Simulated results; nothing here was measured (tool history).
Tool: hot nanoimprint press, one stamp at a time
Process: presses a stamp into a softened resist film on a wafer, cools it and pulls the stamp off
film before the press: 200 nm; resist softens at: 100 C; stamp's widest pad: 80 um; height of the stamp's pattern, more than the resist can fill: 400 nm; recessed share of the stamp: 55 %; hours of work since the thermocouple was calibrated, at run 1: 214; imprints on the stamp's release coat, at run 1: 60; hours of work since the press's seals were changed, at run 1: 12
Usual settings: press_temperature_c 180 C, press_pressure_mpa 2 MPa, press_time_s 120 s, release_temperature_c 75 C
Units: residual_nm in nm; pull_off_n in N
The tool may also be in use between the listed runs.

run	day	press_temperature_c	press_pressure_mpa	press_time_s	release_temperature_c	hours of work since the thermocouple was calibrated	imprints on the stamp's release coat	hours of work since the press's seals were changed	residual_nm	pull_off_n
1	0	180	2	120	75	214	60	12	81.48	235
2	0.296	180	2	120	75	217	78	16	81.34	238
3	0.758	180	2	120	75	223	106	22	81.32	238
4	1.212	180	3.03	120	75	229	133	27	66.6	243
5	1.442	180	3.03	120	75	231	147	30	66.57	243
6	1.75	180	2	120	75	235	165	34	81.25	241
7	2.158	180	2	120	75	240	190	39	81.36	245
8	2.642	180	1.65	120	75	246	219	45	88.88	242
9	3.054	180	1.65	120	75	251	244	50	88.8	245
10	3.383	180	1.65	120	75	255	263	54	88.93	249
11	3.675	180	1.65	120	75	259	281	57	88.94	242
12	4.004	180	1.65	120	75	263	300	61	88.94	249
13	4.458	180	1.65	120	75	268	327	67	88.82	255
14	4.683	180	2	120	75	271	341	70	81.32	255
15	5.171	180	2	120	75	277	370	76	81.26	258
16	5.612	180	2	120	75	282	397	81	81.2	255
17	6	188	1.24	147	75	287	420	86	72.06	255
18	6.45	180	2.29	120	71	293	447	91	76.25	264
19	6.933	186	2.48	106	71	299	476	97	62.51	266
20	7.15	191	1.88	235	67	301	489	100	43.16	273
21	7.575	180	1.74	81	79	307	514	105	100.02	260
22	8.025	184	1.46	135	64	312	541	111	78.42	283
23	8.288	180	3.1	120	67	315	557	114	65.81	268
24	8.554	180	3.1	120	67	319	573	117	65.82	281
25	8.817	180	3.16	86	71	322	589	120	74.77	274
26	9.083	180	3.16	86	71	325	605	124	74.56	277
27	9.512	176	2.55	108	65	330	630	129	86.94	286
28	9.792	176	1.98	122	65	334	647	132	93	286
29	10.138	176	1.98	122	65	338	668	136	93.04	290
30	10.408	180	2.28	183	75	341	684	140	64.06	280

Forecast each of these 3 alternatives for the next run:
# day 10.883: stamp cleaned and given a new release coat
A	11.058	176	1.38	120	79	346	11	145	?	?
# day 10.883: stamp cleaned and given a new release coat
B	11.058	180	2.01	149	65	346	11	145	?	?
# day 10.883: stamp cleaned and given a new release coat
C	11.058	185	3.03	64	75	346	11	145	?	?

run	residual_nm	pull_off_n
A	108.87	226
B	74.23	251
C	72.25	229
Without the tool's hidden state the same runs would have given:
run	residual_nm	pull_off_n
A	111.77	227
B	76.31	252
C	73.87	229
